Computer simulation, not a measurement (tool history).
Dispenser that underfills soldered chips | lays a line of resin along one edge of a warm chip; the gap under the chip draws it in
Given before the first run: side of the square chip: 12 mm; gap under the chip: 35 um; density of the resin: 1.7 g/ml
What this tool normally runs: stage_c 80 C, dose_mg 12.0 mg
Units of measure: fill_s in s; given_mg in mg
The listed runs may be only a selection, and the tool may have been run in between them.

run,day,stage_c,dose_mg,fill_s,given_mg
1,0.000,80,12.0,64.3,11.81
# day 0.150: new syringe of resin
2,0.317,80,12.0,60.7,12.03
# day 0.529: new syringe of resin
3,0.633,80,12.0,58.7,11.79
# day 0.912: new syringe of resin
4,0.912,80,13.1,52.3,12.81
# day 1.296: new syringe of resin
5,1.392,80,10.7,60.7,10.40
# day 1.683: new syringe of resin
6,1.850,76,12.0,76.3,11.53
# day 2.058: new syringe of resin
7,2.342,82,12.0,64.1,11.55
# day 2.438: new syringe of resin
8,2.767,82,12.0,64.5,11.48
# day 2.817: new syringe of resin
9,3.100,80,12.0,68.5,11.46
# day 3.196: new syringe of resin
10,3.488,80,12.1,70.5,11.45
# day 3.575: new syringe of resin
11,3.929,80,10.6,78.4,9.97
# day 3.975: new syringe of resin
# day 4.129: dispensing valve cleaned and set on the balance
# day 4.417: new syringe of resin
12,4.450,80,12.0,54.5,11.99
# day 4.796: new syringe of resin
13,4.917,80,12.0,59.7,11.87
# day 5.183: new syringe of resin
14,5.342,80,12.0,62.4,11.83
# day 5.567: new syringe of resin
15,5.654,95,11.4,29.2,11.33
16,5.871,80,10.5,74.2,10.30
# day 5.946: new syringe of resin
17,6.221,88,10.9,47.8,10.66
# day 6.338: new syringe of resin
18,6.533,68,11.0,124.0,10.78
# day 6.725: new syringe of resin
19,6.912,69,11.8,114.2,11.39
# day 7.112: new syringe of resin
20,7.212,69,11.8,105.5,11.47
# day 7.492: new syringe of resin
21,7.696,69,11.8,120.5,11.22
# day 7.896: new syringe of resin
22,7.929,85,13.0,42.9,12.45
# day 8.296: new syringe of resin
23,8.362,85,13.0,44.3,12.49
# day 8.683: new syringe of resin
24,8.688,67,14.0,107.1,13.22
# day 8.775: dispensing valve cleaned and set on the balance
# day 9.108: new syringe of resin
25,9.229,68,14.1,114.2,13.99
# day 9.496: new syringe of resin
26,9.592,71,15.0,93.7,14.83
# day 9.888: new syringe of resin
27,9.950,71,15.0,89.5,14.66

4 options for the next run, each taken on its own from the tool as it stands now. Forecast them:
A,10.179,85,11.5,?,?
B,10.179,83,10.9,?,?
C,10.179,71,12.4,?,?
D,10.179,86,12.0,?,?

run,fill_s,given_mg
A,55.2,11.25
B,63.6,10.77
C,113.2,12.18
D,52.1,11.68
With the hidden condition removed and each run's random variation left untouched, the same runs would have given:
run,fill_s,given_mg
A,41.7,11.46
B,47.9,10.97
C,85.3,12.41
D,39.3,11.90

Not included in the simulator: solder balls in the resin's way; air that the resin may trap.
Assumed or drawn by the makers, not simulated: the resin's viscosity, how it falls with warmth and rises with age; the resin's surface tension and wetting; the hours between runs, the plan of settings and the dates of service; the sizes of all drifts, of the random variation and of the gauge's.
